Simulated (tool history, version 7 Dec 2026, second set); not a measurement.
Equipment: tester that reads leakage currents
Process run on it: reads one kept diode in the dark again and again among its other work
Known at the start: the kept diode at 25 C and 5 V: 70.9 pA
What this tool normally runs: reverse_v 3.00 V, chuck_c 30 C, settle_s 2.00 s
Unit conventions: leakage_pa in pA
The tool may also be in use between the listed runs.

| run | hour | reverse_v | chuck_c | settle_s | leakage_pa |
|---|---|---|---|---|---|
| 1 | 0.0 | 3.00 | 30 | 2.00 | 99.82 |
| 2 | 84.8 | 3.00 | 30 | 2.00 | 100.08 |
|  | 220.1 | chuck's temperature calibrated |
| 3 | 227.7 | 3.00 | 30 | 2.00 | 89.41 |
| 4 | 299.8 | 3.00 | 30 | 2.00 | 90.00 |
| 5 | 399.3 | 3.00 | 30 | 2.00 | 90.44 |
| 6 | 507.2 | 3.00 | 30 | 1.32 | 91.53 |
| 7 | 580.9 | 3.00 | 30 | 1.32 | 92.12 |
| 8 | 690.4 | 3.00 | 30 | 2.00 | 92.98 |
| 9 | 751.3 | 3.00 | 30 | 2.00 | 93.10 |
| 10 | 888.9 | 3.00 | 30 | 2.00 | 94.56 |
| 11 | 990.8 | 3.00 | 30 | 2.00 | 94.97 |
| 12 | 1076.4 | 3.00 | 30 | 2.17 | 95.36 |
| 13 | 1145.8 | 4.50 | 43 | 2.00 | 265.27 |
| 14 | 1284.4 | 4.50 | 43 | 2.00 | 268.26 |
| 15 | 1401.5 | 4.50 | 43 | 2.00 | 270.57 |
| 16 | 1500.0 | 4.50 | 43 | 2.00 | 271.78 |
| 17 | 1567.4 | 4.50 | 45 | 3.10 | 310.39 |
| 18 | 1640.2 | 4.50 | 45 | 3.10 | 312.01 |
| 19 | 1728.1 | 1.08 | 30 | 3.33 | 67.92 |
| 20 | 1852.6 | 3.00 | 31 | 1.13 | 108.67 |
| 21 | 1952.0 | 3.00 | 23 | 6.89 | 63.39 |
| 22 | 2028.7 | 3.00 | 23 | 6.89 | 63.62 |
|  | 2082.6 | chuck's temperature calibrated |
| 23 | 2108.4 | 2.57 | 30 | 8.60 | 85.00 |
| 24 | 2204.0 | 2.57 | 25 | 7.61 | 60.79 |

Branching from run 24: 5 alternative next runs. What would each branch give?
| A | 2337.8 | 2.85 | 30 | 2.00 | ? |
| B | 2337.8 | 1.29 | 34 | 2.38 | ? |
| C | 2337.8 | 3.62 | 45 | 0.79 | ? |
| D | 2337.8 | 18.04 | 25 | 7.61 | ? |
| E | 2337.8 | 1.20 | 32 | 7.61 | ? |

| run | leakage_pa |
|---|---|
| A | 90.50 |
| B | 87.47 |
| C | 268.14 |
| D | 147.54 |
| E | 74.23 |
With the hidden condition removed and each run's random variation left untouched, the same runs would have given:
| run | leakage_pa |
|---|---|
| A | 83.82 |
| B | 83.52 |
| C | 256.91 |
| D | 113.83 |
| E | 70.68 |

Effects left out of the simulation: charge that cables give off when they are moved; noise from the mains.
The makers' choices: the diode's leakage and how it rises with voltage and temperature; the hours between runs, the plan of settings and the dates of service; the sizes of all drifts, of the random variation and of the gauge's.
